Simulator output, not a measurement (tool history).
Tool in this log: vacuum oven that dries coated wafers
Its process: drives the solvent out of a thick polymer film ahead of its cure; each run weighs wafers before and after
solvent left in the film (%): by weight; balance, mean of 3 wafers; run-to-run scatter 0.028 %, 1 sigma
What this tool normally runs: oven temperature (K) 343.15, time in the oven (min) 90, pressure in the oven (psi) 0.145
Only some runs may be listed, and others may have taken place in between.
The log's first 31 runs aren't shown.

run,hour,oven temperature (K),time in the oven (min),pressure in the oven (psi),solvent left in the film (%)
32,408.7,336.15,102,0.165,4.32
33,418.3,336.15,102,0.165,4.25
34,426.6,336.15,102,0.165,4.27
35,436.9,332.15,102,0.165,5.46
36,447.8,332.15,102,0.165,5.31
37,459.2,332.15,102,0.165,5.41
38,470.6,336.15,147,0.145,2.98
39,483.0,343.15,76,0.074,3.28

Forecast each of these 4 alternatives for the next run:
A,495.5,343.15,76,0.193,?
B,495.5,335.15,161,0.450,?
C,495.5,343.15,88,0.145,?
D,495.5,340.15,97,0.145,?

run,solvent left in the film (%)
A,3.47
B,3.72
C,2.92
D,3.32
Stripped of hidden state, with their random variation kept, the same runs would have yielded:
run,solvent left in the film (%)
A,3.35
B,3.58
C,2.80
D,3.19
